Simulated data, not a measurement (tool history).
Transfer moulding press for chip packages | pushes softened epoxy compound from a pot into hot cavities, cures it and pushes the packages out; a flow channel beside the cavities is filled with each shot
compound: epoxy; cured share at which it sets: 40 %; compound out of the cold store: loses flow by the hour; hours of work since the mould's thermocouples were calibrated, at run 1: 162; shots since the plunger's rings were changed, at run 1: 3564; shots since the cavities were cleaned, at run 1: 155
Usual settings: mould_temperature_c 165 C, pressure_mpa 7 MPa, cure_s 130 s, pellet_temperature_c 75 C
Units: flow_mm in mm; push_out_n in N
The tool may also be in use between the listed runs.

run,day,mould_temperature_c,pressure_mpa,cure_s,pellet_temperature_c,hours of work since the mould's thermocouples were calibrated,shots since the plunger's rings were changed,shots since the cavities were cleaned,incoming compound's hours out of the cold store,flow_mm,push_out_n
1,0,165,7,130,75,162,3564,155,20,755,463
2,0.167,165,7,130,75,164,3594,185,20.1,751,469
3,0.392,165,7,130,75,167,3633,224,44.4,722,475
4,0.546,165,7,130,75,169,3660,251,38.3,726,478
5,0.696,165,7,130,75,170,3687,278,31.8,731,481
6,0.933,165,7,130,77,173,3729,320,9.2,774,539
7,1.088,165,7,130,77,175,3756,347,43.3,721,503
8,1.458,165,5.46,130,77,180,3821,412,36.8,646,541
9,1.808,165,7,119,75,184,3883,474,38.9,725,653
10,1.983,165,7,119,75,186,3914,505,36.1,725,665
11,2.338,165,7,119,75,190,3975,566,14.3,754,723
# day 2.658: cavities cleaned with cleaning compound and waxed
12,2.658,165,7,130,75,194,4021,0,29.1,741,388
13,2.817,165,7,130,75,196,4049,28,47.2,708,380
14,3.092,165,7,130,75,199,4097,76,12.3,760,434
# day 3.208: mould's thermocouples calibrated
15,3.454,171,5.79,125,77,3,4147,126,43.7,624,363
16,3.8,158,6.88,157,83,7,4208,187,39.8,740,539
# day 3.988: mould's thermocouples calibrated, once more
17,4.25,168,6.88,112,70,3,4272,251,17.4,729,531
18,4.458,158,8.6,116,71,6,4309,288,29,842,1089
19,4.754,172,7.66,126,84,9,4361,340,40.1,718,400
20,5.017,161,5.42,130,73,13,4407,386,27.5,662,698
21,5.358,160,8.62,143,75,17,4467,446,30.2,835,617
22,5.704,160,8.62,143,75,21,4528,507,18.5,854,618
23,6.025,160,8.62,143,75,25,4585,564,34.2,823,664
24,6.267,160,8.62,143,75,28,4627,606,47.5,798,634
# day 6.388: cavities cleaned with cleaning compound and waxed
25,6.521,160,8.62,143,75,30,4661,24,16.4,854,485
26,6.721,160,8.62,143,75,33,4697,60,34.4,819,484
# day 7.021: plunger's sealing rings changed
27,7.108,159,6.74,158,75,36,15,109,36.7,802,468
28,7.425,159,6.74,158,75,40,71,165,22.8,816,493

5 ways to go on from here, each from the tool as it stands after run 28. What would each give?
A,7.679,165,8.73,130,77,43,116,210,31.2,?,?
B,7.679,165,8.12,130,75,43,116,210,14.1,?,?
C,7.679,169,5.69,165,75,43,116,210,17.5,?,?
D,7.679,165,6.74,158,71,43,116,210,32,?,?
E,7.679,170,6.74,158,75,43,116,210,15.9,?,?

run,flow_mm,push_out_n
A,871,462
B,877,471
C,711,367
D,765,384
E,773,363
Without the tool's hidden state the same runs would have given:
run,flow_mm,push_out_n
A,876,361
B,881,370
C,715,288
D,769,301
E,777,286
